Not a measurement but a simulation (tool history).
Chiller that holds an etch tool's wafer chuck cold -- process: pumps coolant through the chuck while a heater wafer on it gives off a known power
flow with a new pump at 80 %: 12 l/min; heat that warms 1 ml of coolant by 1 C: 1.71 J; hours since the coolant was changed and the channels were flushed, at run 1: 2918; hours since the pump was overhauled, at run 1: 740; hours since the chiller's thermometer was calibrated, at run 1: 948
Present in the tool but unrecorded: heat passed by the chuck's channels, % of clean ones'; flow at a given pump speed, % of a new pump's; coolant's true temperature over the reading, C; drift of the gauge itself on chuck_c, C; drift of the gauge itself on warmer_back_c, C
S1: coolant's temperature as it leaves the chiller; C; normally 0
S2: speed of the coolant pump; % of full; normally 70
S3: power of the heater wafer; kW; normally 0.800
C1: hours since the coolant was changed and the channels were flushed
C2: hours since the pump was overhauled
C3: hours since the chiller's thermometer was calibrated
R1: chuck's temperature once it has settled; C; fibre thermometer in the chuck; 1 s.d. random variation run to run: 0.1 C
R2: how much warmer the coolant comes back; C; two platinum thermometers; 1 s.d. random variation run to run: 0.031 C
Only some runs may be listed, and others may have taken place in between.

run   hour   S1  S2     S3    C1    C2    C3    R1    R2
  1    0.0    0  70  0.800  2918   740   948   7.0  2.82
  2   37.4    0  70  0.800  2955   777   986   7.0  2.80
  3   57.8  -10  70  0.800  2976   797  1006  -2.9  2.79
  4   84.3  -10  70  0.800  3002   824  1033  -3.1  2.79
  5  123.6  -10  70  0.800  3042   863  1072  -2.9  2.81
  6  151.5  -10  70  0.800  3070   891  1100  -3.2  2.83
  7  170.6  -10  70  0.800  3089   910  1119  -3.0  2.77
  8  209.6    0  90  0.476  3128   949  1158   3.6  1.24
  9  248.7    2  80  0.478  3167   988  1197   6.0  1.51
 10  275.6    0  70  0.446  3194  1015  1224   4.0  1.62
 11  296.2    0  70  0.446  3214  1036  1245   4.0  1.54
 12  328.5    8  70  0.800  3247  1068  1277  15.1  2.85
 13  349.6    5  92  0.623  3268  1089  1298   9.6  1.66
 14  367.3   -2  92  0.512  3285  1107  1316   1.8  1.35

3 options for the next run, each taken on its own from the tool as it stands now. Forecast them:
  A  393.9   5  70  0.800  3312  1133  1342   ?   ?
  B  393.9   0  70  0.800  3312  1133  1342   ?   ?
  C  393.9  -6  77  1.080  3312  1133  1342   ?   ?

run    R1    R2
  A  12.2  2.80
  B   7.2  2.90
  C   2.9  3.46
With the hidden condition removed and each run's random variation left untouched, the same runs would have given:
run    R1    R2
  A  11.3  2.69
  B   6.3  2.79
  C   1.9  3.34

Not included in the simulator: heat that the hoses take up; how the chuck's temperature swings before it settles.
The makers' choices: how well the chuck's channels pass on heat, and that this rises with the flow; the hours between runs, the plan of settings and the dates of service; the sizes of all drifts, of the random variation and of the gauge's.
